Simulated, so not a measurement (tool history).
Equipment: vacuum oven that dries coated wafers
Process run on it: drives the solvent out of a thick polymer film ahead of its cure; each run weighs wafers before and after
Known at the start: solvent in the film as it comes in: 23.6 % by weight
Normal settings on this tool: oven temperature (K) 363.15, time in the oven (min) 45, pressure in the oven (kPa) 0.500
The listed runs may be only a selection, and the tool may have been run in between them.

| run | hour | oven temperature (K) | time in the oven (min) | pressure in the oven (kPa) | solvent left in the film (%) |
|---|---|---|---|---|---|
| 1 | 0.0 | 363.15 | 45 | 0.500 | 0.93 |
| 2 | 69.9 | 363.15 | 45 | 0.500 | 0.92 |
| 3 | 127.6 | 363.15 | 45 | 0.500 | 0.89 |
| 4 | 167.2 | 363.15 | 75 | 0.500 | 0.42 |
| 5 | 212.5 | 363.15 | 75 | 0.500 | 0.35 |
| 6 | 272.9 | 363.15 | 75 | 0.500 | 0.35 |
| 7 | 329.8 | 360.15 | 43 | 0.649 | 1.53 |
| 8 | 410.4 | 353.15 | 45 | 1.353 | 3.71 |
| 9 | 469.7 | 366.15 | 45 | 0.425 | 0.60 |
| 10 | 520.8 | 366.15 | 45 | 0.425 | 0.63 |

Alternative continuations, all from the tool just after run 10; predict every row:
| A | 557.4 | 363.15 | 29 | 0.742 | ? |
| B | 557.4 | 363.15 | 50 | 0.500 | ? |
| C | 557.4 | 368.15 | 29 | 0.377 | ? |

| run | solvent left in the film (%) |
|---|---|
| A | 2.51 |
| B | 0.74 |
| C | 1.25 |
With the hidden condition removed and each run's random variation left untouched, the same runs would have given:
| run | solvent left in the film (%) |
|---|---|
| A | 2.51 |
| B | 0.74 |
| C | 1.25 |

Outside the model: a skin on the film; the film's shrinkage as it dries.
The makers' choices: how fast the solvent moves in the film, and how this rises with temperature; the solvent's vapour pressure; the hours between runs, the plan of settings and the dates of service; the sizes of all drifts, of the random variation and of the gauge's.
